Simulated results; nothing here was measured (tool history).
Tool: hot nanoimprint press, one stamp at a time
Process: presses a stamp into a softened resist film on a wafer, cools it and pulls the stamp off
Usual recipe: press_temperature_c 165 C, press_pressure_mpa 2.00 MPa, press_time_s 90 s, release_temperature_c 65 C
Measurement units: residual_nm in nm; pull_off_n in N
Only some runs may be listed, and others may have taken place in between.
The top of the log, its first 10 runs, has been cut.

run    hour  press_temperature_c  press_pressure_mpa  press_time_s  release_temperature_c  residual_nm  pull_off_n
 11   750.8                  163                1.88            90                     65        136.3         256
 12   824.2                  163                1.88            90                     65        135.6         272
 13   895.7                  163                1.88            90                     66        135.2         278
      919.9  -- stamp cleaned and given a new release coat
 14   995.3                  165                2.00            90                     70        120.6         230
     1061.0  -- plate thermocouple calibrated
 15  1102.1                  165                3.01            90                     65         99.0         271
 16  1147.3                  165                3.01            90                     65         98.7         279
     1203.4  -- stamp cleaned and given a new release coat
 17  1225.2                  165                1.57           130                     65        122.9         243
 18  1301.5                  175                1.57           141                     65         78.5         249
 19  1377.1                  175                1.57           141                     65         78.3         267
 20  1465.0                  175                1.57           141                     65         78.1         281
     1482.3  -- stamp cleaned and given a new release coat
 21  1541.0                  165                2.44            90                     56        109.0         272
 22  1631.8                  165                2.44            90                     56        108.1         290
     1663.9  -- plate thermocouple calibrated
 23  1727.8                  165                2.44            90                     56        111.1         302
     1765.1  -- stamp cleaned and given a new release coat
 24  1823.0                  165                1.92            90                     56        125.2         272
 25  1898.3                  165                1.29            90                     72        151.1         241
 26  1978.1                  170                2.16            90                     65         94.3         274
 27  2029.9                  157                1.46            90                     65        186.4         284
     2050.6  -- stamp cleaned and given a new release coat
 28  2097.6                  157                1.46            90                     65        185.7         247
 29  2140.9                  165                2.00            61                     65        136.7         253
     2228.1  -- press's hydraulic seals changed and the load cell set to zero
 30  2244.8                  165                2.05           167                     68         94.3         260

Here are 3 independent what-if runs from the current tool condition. What would each one return?
     2277.7  -- plate thermocouple calibrated
  A  2332.0                  165                2.20           114                     68            ?           ?
     2277.7  -- plate thermocouple calibrated
  B  2332.0                  163                2.05           150                     61            ?           ?
     2277.7  -- plate thermocouple calibrated
  C  2332.0                  163                2.05            77                     68            ?           ?

run  residual_nm  pull_off_n
  A        108.3         277
  B        112.2         299
  C        138.5         270
The same runs, with their run-to-run variation unchanged, on a tool lacking any hidden condition would have given:
run  residual_nm  pull_off_n
  A        107.5         233
  B        111.3         252
  C        137.6         227
